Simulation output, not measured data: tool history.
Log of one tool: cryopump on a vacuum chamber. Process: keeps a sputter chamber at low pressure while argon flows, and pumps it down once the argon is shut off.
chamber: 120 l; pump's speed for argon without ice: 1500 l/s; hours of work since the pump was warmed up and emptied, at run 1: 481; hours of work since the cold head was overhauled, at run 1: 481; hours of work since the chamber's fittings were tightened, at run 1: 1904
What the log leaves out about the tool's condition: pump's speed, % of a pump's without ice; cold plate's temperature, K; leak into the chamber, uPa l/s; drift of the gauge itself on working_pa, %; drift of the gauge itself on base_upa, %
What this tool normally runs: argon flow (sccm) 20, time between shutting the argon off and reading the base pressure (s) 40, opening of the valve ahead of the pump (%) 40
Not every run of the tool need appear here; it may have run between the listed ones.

run,hour,argon flow (sccm),time between shutting the argon off and reading the base pressure (s),opening of the valve ahead of the pump (%),hours of work since the pump was warmed up and emptied,hours of work since the cold head was overhauled,hours of work since the chamber's fittings were tightened,pressure while argon flows (Pa),pressure after the wait (uPa)
1,0.0,20,40,40,481,481,1904,0.0645,3.58
2,19.4,20,40,40,495,495,1917,0.0640,3.55
3,58.8,20,40,40,522,522,1944,0.0660,3.56
4,87.2,20,40,45,542,542,1964,0.0594,3.67
5,114.4,20,40,40,560,560,1983,0.0656,3.65
6,154.0,20,40,40,588,588,2010,0.0665,3.61
7,180.1,20,40,40,606,606,2028,0.0670,3.76
8,198.1,20,40,40,618,618,2040,0.0673,3.61
9,218.0,20,40,40,632,632,2054,0.0671,3.70
10,245.7,20,40,40,651,651,2073,0.0690,3.78
# hour 258.1: pump warmed up, emptied and cooled again
11,289.6,20,40,40,22,678,2100,0.0573,3.35
12,320.0,20,40,40,43,698,2121,0.0576,3.26
13,337.1,20,40,40,54,710,2133,0.0575,3.37
14,353.9,20,40,40,66,722,2144,0.0573,3.31
15,374.5,20,40,40,80,736,2158,0.0566,3.39
16,396.5,20,40,40,95,751,2174,0.0573,3.39
17,413.6,20,40,40,107,763,2185,0.0578,3.42
18,445.5,24,237,25,129,785,2207,0.1099,1.44
19,466.9,24,237,25,144,800,2222,0.1113,1.46
20,487.7,37,40,22,158,814,2236,0.1924,3.52
21,504.9,20,151,16,170,826,2248,0.1446,1.67
22,545.6,20,61,23,198,854,2276,0.1012,2.64
23,580.1,10,182,36,222,878,2300,0.0330,1.61
24,606.6,32,42,22,240,896,2318,0.1703,3.45
25,636.0,17,201,30,260,916,2339,0.0665,1.62
26,663.2,36,40,43,279,935,2357,0.1006,3.52
27,701.0,16,40,30,305,961,2383,0.0632,3.58
28,741.3,9,40,59,333,989,2411,0.0199,3.62
29,761.0,9,40,59,346,1002,2425,0.0190,3.67
30,787.5,9,40,59,365,1021,2443,0.0196,3.70
31,816.2,9,141,22,384,1040,2463,0.0491,2.01
32,849.7,20,89,40,408,1064,2486,0.0625,2.41
33,881.1,20,40,40,429,1085,2508,0.0619,3.66

Results per run with the tool's hidden condition removed, run-to-run variation unchanged:
run,pressure while argon flows (Pa),pressure after the wait (uPa)
1,0.0568,2.64
2,0.0560,2.59
3,0.0573,2.57
4,0.0504,2.64
5,0.0562,2.61
6,0.0564,2.55
7,0.0566,2.64
8,0.0565,2.52
9,0.0560,2.57
10,0.0574,2.60
11,0.0567,2.61
12,0.0568,2.52
13,0.0565,2.61
14,0.0562,2.54
15,0.0553,2.60
16,0.0558,2.59
17,0.0562,2.61
18,0.1076,0.61
19,0.1088,0.61
20,0.1882,2.65
21,0.1421,0.80
22,0.0984,1.75
23,0.0314,0.69
24,0.1648,2.51
25,0.0634,0.68
26,0.0935,2.57
27,0.0597,2.58
28,0.0177,2.59
29,0.0167,2.61
30,0.0172,2.62
31,0.0466,0.89
32,0.0564,1.28
33,0.0554,2.53

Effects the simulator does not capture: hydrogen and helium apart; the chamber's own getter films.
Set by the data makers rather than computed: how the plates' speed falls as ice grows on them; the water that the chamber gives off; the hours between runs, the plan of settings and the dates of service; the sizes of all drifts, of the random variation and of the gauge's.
